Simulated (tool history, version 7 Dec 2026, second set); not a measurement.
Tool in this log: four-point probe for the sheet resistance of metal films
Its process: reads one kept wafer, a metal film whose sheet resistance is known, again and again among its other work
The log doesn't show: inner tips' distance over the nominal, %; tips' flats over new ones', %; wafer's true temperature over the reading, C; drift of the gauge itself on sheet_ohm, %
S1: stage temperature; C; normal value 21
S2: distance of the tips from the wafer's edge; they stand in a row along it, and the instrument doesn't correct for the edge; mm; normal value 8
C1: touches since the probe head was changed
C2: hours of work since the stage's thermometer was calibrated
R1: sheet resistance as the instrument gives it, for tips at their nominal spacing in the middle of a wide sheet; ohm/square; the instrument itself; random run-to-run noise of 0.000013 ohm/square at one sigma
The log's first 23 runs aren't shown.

{"run": 24, "hour": 466.9, "S1": 31, "S2": 34, "C1": 71787, "C2": 1073, "R1": 0.066606}
{"run": 25, "hour": 491.0, "S1": 32, "S2": 11, "C1": 73343, "C2": 1092, "R1": 0.066637}
{"run": 26, "hour": 503.4, "S1": 32, "S2": 11, "C1": 74140, "C2": 1102, "R1": 0.06665}
{"run": 27, "hour": 524.9, "S1": 32, "S2": 11, "C1": 75522, "C2": 1119, "R1": 0.066635}
{"run": 28, "hour": 544.6, "S1": 27, "S2": 6, "C1": 76798, "C2": 1135, "R1": 0.06691}
{"run": 29, "hour": 563.5, "S1": 28, "S2": 4, "C1": 78012, "C2": 1150, "R1": 0.067224}
{"run": 30, "hour": 591.7, "S1": 28, "S2": 4, "C1": 79833, "C2": 1172, "R1": 0.067201}
{"run": 31, "hour": 611.3, "S1": 23, "S2": 8, "C1": 81094, "C2": 1187, "R1": 0.066954}
{"run": 32, "hour": 630.0, "S1": 29, "S2": 27, "C1": 82302, "C2": 1202, "R1": 0.066659}
{"run": 33, "hour": 650.0, "S1": 25, "S2": 8, "C1": 83592, "C2": 1218, "R1": 0.066884}
{"run": 34, "hour": 667.0, "S1": 34, "S2": 39, "C1": 84685, "C2": 1231, "R1": 0.066519}
{"run": 35, "hour": 693.0, "S1": 34, "S2": 39, "C1": 86363, "C2": 1252, "R1": 0.066512}

Expected results for the next run?
{"run": 36, "hour": 714.3, "S1": 34, "S2": 39, "C1": 87732, "C2": 1269, "R1": "?"}

{"run 36": {"R1": 0.066514}}
Had the tool carried no hidden state, the very same run would have given R1 0.066520 ohm/square.

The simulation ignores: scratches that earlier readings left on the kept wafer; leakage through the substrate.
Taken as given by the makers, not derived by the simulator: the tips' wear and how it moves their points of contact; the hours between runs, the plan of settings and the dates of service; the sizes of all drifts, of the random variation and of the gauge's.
